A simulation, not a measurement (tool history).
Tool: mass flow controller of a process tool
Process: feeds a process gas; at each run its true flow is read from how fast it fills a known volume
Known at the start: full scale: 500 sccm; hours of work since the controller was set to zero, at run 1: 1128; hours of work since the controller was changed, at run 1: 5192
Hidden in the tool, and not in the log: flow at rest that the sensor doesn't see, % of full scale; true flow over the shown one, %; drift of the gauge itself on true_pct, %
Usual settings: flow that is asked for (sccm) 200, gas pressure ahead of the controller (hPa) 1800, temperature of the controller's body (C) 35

run,hour,flow that is asked for (sccm),gas pressure ahead of the controller (hPa),temperature of the controller's body (C),hours of work since the controller was set to zero,hours of work since the controller was changed,true flow (%)
1,0,200,1800,35,1128,5192,99.91
2,177.2,200,1800,35,1211,5275,99.79
3,448,200,1800,28,1338,5402,99.22
4,623.3,200,1800,28,1420,5485,99.16
5,836,200,1800,28,1520,5584,99.3
6,1099,200,2530,28,1643,5708,99.58
7,1383,128,2530,28,1776,5841,99.37
8,1639.6,128,1800,28,1897,5961,98.94
9,1885.9,220,1800,28,2012,6077,99.29
10,2190.3,220,1800,28,2155,6220,99.3
11,2499.3,220,1800,28,2300,6365,99.33
# hour 2582.5: controller exchanged for a calibrated one
12,2839.9,220,1800,28,121,121,99.25
13,3018.1,220,1680,27,204,204,99.04
14,3270.6,220,1680,27,323,323,99.19
15,3525.4,206,1730,29,442,442,99.3
16,3751.6,206,1730,29,548,548,99.42
17,3954.6,206,1730,29,644,644,99.2
18,4194.3,56,1530,29,756,756,98.77
19,4512.8,69,2640,29,906,906,99.31
20,4828.2,200,2050,30,1054,1054,99.6

Forecast each of these 5 alternatives for the next run:
A,5068,93,2380,29,1166,1166,?
B,5068,73,1640,23,1166,1166,?
C,5068,200,2050,33,1166,1166,?
D,5068,326,1510,24,1166,1166,?
E,5068,130,2440,30,1166,1166,?

run,true flow (%)
A,99.22
B,98.32
C,99.77
D,99.28
E,99.54
Without the tool's hidden state the same runs would have given:
run,true flow (%)
A,99.23
B,98.32
C,99.77
D,99.28
E,99.55
